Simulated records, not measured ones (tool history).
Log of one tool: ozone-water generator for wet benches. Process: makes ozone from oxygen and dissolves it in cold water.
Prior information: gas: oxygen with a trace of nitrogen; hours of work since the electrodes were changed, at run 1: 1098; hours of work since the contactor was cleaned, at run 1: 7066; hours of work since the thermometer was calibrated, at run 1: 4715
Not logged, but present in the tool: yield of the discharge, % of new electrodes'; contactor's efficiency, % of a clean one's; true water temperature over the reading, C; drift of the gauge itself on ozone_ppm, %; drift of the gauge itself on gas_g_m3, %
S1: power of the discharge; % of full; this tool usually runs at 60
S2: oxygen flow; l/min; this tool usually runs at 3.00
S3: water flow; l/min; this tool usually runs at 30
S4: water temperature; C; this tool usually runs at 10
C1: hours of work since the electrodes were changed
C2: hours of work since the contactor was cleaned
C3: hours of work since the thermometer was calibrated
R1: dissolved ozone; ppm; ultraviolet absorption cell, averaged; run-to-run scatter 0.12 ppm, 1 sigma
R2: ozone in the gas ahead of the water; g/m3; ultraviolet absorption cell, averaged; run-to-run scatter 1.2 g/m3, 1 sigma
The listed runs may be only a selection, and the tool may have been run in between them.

run	hour	S1	S2	S3	S4	C1	C2	C3	R1	R2
1	0.0	60	3.00	30	10	1098	7066	4715	12.1	209.4
2	140.6	60	3.00	30	10	1210	7178	4827	12.0	209.2
3	289.8	60	3.00	30	10	1329	7296	4946	11.8	208.3
4	368.7	60	3.00	30	10	1391	7359	5008	12.0	207.9
5	518.6	60	3.00	30	16	1511	7478	5128	11.4	207.7
6	695.8	60	3.00	30	16	1651	7619	5269	11.5	205.8
7	794.9	60	3.00	30	10	1730	7698	5347	11.9	208.1
8	870.8	60	3.00	30	10	1791	7758	5408	11.8	206.6
9	1045.9	60	3.00	30	11	1930	7897	5547	11.6	207.6
# hour 1103.2: water thermometer calibrated
10	1165.6	60	3.00	30	10	2024	7992	50	11.9	207.2
11	1304.0	60	3.00	30	10	2134	8102	160	11.8	207.1
12	1401.7	60	3.00	25	11	2212	8180	237	14.4	207.0
# hour 1421.1: contactor cleaned
13	1534.5	55	3.64	25	11	2315	90	340	14.4	180.8
14	1699.4	72	1.84	38	9	2446	221	471	7.8	285.6
15	1867.8	72	1.84	38	9	2579	355	605	7.7	281.9

Predict the results of run 16:
16	2012.9	60	3.00	30	15	2695	470	720	?	?

Run 16 yielded R1 10.8 ppm, R2 205.7 g/m3.
Without the tool's hidden state the same run would have given R1 11.9 ppm, R2 209.4 g/m3.

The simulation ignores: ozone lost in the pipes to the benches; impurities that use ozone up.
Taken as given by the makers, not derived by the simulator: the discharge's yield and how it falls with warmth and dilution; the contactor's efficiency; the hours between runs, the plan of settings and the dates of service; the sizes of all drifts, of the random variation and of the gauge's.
